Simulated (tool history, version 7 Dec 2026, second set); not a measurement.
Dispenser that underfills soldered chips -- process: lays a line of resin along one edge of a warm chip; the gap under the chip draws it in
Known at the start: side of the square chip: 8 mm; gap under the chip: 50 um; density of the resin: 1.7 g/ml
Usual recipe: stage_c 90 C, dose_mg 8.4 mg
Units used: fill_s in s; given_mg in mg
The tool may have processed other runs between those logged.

run,hour,stage_c,dose_mg,fill_s,given_mg
1,0,90,8.4,105.1,8.17
2,2.9,90,8.4,120.9,8.12
3,7.4,90,8.4,146.6,8.18
4,10.7,90,8.4,168.6,8.16
5,13.2,90,8.4,195.4,8.14
# hour 16.7: new syringe of resin
6,17.4,90,8.4,107.1,8.16
7,20.8,90,8.4,124.8,8.06
8,25.3,99,10.06,104.8,9.73
9,30.2,90,9.86,192.9,9.52
# hour 33.3: new syringe of resin
10,33.6,79,8.79,168.2,8.46
11,38.4,78,8.97,224.2,8.62
12,40.9,78,8.97,248.7,8.6
13,43.3,102,9.97,99.9,9.58

Consider 5 possible next runs. They are alternatives, not a sequence: every one starts from the tool as it was left by run 13. What does each give?
A,45.8,97,7.64,?,?
B,45.8,94,9.09,?,?
C,45.8,98,8.59,?,?
D,45.8,102,7.4,?,?
E,45.8,102,9.14,?,?

run,fill_s,given_mg
A,142.7,7.29
B,156.8,8.63
C,134.5,8.2
D,119.4,7.02
E,113.1,8.77
Stripped of hidden state, with their random variation kept, the same runs would have yielded:
run,fill_s,given_mg
A,77,7.63
B,85.5,9.03
C,73.1,8.58
D,64.6,7.34
E,61.5,9.17
